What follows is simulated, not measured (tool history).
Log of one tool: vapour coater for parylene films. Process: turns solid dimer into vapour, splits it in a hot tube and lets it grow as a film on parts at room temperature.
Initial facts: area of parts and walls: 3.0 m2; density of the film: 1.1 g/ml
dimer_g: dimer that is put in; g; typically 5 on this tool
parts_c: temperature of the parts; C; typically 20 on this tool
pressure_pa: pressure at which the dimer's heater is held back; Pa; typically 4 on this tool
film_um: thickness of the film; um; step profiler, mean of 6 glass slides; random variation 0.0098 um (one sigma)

run	day	dimer_g	parts_c	pressure_pa	film_um
1	0	5	20	4	0.877
2	1.542	5	20	4	0.871
3	2.604	5	20	4	0.859
4	4.175	5	20	5.12	0.851
5	5.079	5	20	5.12	0.834
6	6.679	5	20	5.12	0.833
7	7.654	6	20	4	1.042
8	9.279	5	20	4	0.866
9	10.771	5	20	4	0.871
10	12.042	4	20	4	0.686
11	13.308	5	26	4	0.678
12	14.288	3	20	4	0.525
13	15.329	3	20	4	0.534
14	16.162	3	24	4	0.439
15	17.446	2	13	2.64	0.507
16	18.646	2	13	2.64	0.495
17	19.942	4	13	7.68	0.848
18	20.721	5	13	4	1.169
19	21.729	4	21	9.61	0.59
# day 22.967: trap's valve overhauled
20	23.108	8	20	4	1.387
21	24.412	8	20	4	1.396
22	25.875	5	14	4	1.106
23	26.817	5	15	3.08	1.124
24	28.125	5	14	7.77	1.03
25	29.571	7	20	9.89	1.061
26	31.292	7	20	9.89	1.077
27	32.233	7	20	9.89	1.083
28	33.858	7	20	9.89	1.082

Below are 3 alternative next runs, each starting from the tool's condition after run 28. Predict each:
A	35.292	2	20	4.84	?
B	35.292	7	25	4	?
C	35.292	7	20	9.89	?

run	film_um
A	0.345
B	1.002
C	1.071
Without the tool's unlogged condition, the same runs would have read:
run	film_um
A	0.346
B	1.004
C	1.074
